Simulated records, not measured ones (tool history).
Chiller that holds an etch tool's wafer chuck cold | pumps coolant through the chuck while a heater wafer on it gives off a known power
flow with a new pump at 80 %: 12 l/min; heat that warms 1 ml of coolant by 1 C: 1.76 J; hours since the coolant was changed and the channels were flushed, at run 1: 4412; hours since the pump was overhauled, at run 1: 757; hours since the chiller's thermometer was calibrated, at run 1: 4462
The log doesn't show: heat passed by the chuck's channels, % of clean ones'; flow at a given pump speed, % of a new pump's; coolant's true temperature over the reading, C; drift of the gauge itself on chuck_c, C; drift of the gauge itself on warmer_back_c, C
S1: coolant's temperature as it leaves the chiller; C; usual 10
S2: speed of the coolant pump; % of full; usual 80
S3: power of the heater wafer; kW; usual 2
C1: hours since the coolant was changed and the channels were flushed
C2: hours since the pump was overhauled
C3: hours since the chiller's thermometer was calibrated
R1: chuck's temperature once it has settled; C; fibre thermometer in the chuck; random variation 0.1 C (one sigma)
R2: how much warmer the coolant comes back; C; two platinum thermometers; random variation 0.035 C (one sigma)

run,hour,S1,S2,S3,C1,C2,C3,R1,R2
1,0,10,80,2,4412,757,4462,28.9,5.69
2,42.6,10,80,2,4454,799,4504,28.7,5.72
3,72.5,10,70,2,4484,829,4534,30.6,6.64
4,95.3,10,70,2,4507,852,4557,30.5,6.49
5,140.5,10,70,2,4552,897,4602,30.3,6.56
6,178.5,10,70,2,4590,935,4640,30.5,6.55
7,215.5,10,70,2,4627,972,4677,30.6,6.59
8,240.4,10,80,2.588,4652,997,4702,34.1,7.43
9,266.8,10,80,2,4679,1023,4728,28.9,5.79
10,319.8,10,63,2,4732,1076,4781,32,7.42
11,346,10,80,2,4758,1103,4808,28.7,5.83
12,367.9,18,80,1.064,4780,1125,4829,27.8,3.17
13,402.1,18,80,1.064,4814,1159,4864,27.9,3.19
14,449.4,18,80,1.064,4861,1206,4911,27.9,3.2
15,478.6,18,80,1.064,4890,1235,4940,28,3.23
16,504.7,4,84,1.236,4917,1261,4966,15.3,3.52
17,537.2,10,90,1.606,4949,1294,4999,24,4.23
18,580.6,10,80,1.371,4992,1337,5042,22.9,4.12
19,628.2,3,84,1.498,5040,1385,5090,16.8,4.29
20,653.9,3,84,1.498,5066,1410,5115,16.6,4.31
21,691.9,15,84,2.706,5104,1449,5154,39.6,7.64
22,720.9,13,91,2.387,5133,1477,5182,33.8,6.3

The same runs without the tool's hidden state, with the same run-to-run variation:
run,R2
1,5.69
2,5.7
3,6.61
4,6.45
5,6.51
6,6.48
7,6.51
8,7.34
9,5.7
10,7.3
11,5.7
12,3.03
13,3.04
14,3.04
15,3.06
16,3.33
17,4.03
18,3.91
19,4.05
20,4.07
21,7.38
22,6.03
R1: within 0.1 C of the measured result in every run.

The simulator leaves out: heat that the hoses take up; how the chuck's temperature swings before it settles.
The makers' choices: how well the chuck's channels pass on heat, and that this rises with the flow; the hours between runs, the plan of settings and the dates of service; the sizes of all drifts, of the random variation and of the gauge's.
